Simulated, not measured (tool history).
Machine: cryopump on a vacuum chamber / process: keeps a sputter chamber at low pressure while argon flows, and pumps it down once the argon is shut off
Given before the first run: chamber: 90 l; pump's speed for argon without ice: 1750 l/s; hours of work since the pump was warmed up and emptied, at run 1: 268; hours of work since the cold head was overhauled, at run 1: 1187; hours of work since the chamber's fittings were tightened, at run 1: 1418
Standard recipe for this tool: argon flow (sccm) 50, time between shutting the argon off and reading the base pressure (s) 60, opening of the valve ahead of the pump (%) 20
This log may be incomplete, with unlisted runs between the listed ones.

run,day,argon flow (sccm),time between shutting the argon off and reading the base pressure (s),opening of the valve ahead of the pump (%),hours of work since the pump was warmed up and emptied,hours of work since the cold head was overhauled,hours of work since the chamber's fittings were tightened,pressure while argon flows (Pa),pressure after the wait (uPa)
1,0,50,60,20,268,1187,1418,0.2497,1.44
2,4.554,50,32,20,339,1259,1490,0.2514,2.06
3,9.092,50,32,20,411,1331,1562,0.2523,2.1
4,14.258,75,60,20,493,1412,1643,0.3861,1.63
5,16.658,75,60,20,531,1450,1681,0.3862,1.66
6,21.967,48,64,21,614,1534,1765,0.2381,1.74
7,24.904,48,64,21,661,1580,1811,0.2396,1.73
8,29.904,31,92,20,740,1659,1890,0.164,1.65
# day 33.175: pump warmed up, emptied and cooled again
9,34.725,52,23,19,25,1732,1963,0.2677,2.59
10,38.738,62,60,54,88,1796,2026,0.1139,1.58

Each row is a separate what-if for the run after 10, all from the same tool condition, not one after another. Results?
A,43.775,43,156,17,167,1875,2106,?,?
B,43.775,50,60,41,167,1875,2106,?,?
C,43.775,50,60,51,167,1875,2106,?,?
D,43.775,47,60,54,167,1875,2106,?,?

run,pressure while argon flows (Pa),pressure after the wait (uPa)
A,0.2479,1.22
B,0.1238,1.63
C,0.0996,1.67
D,0.0885,1.65
With no hidden state in the tool, these same runs would have given:
run,pressure while argon flows (Pa),pressure after the wait (uPa)
A,0.2432,0.44
B,0.1183,0.85
C,0.0941,0.87
D,0.0834,0.86
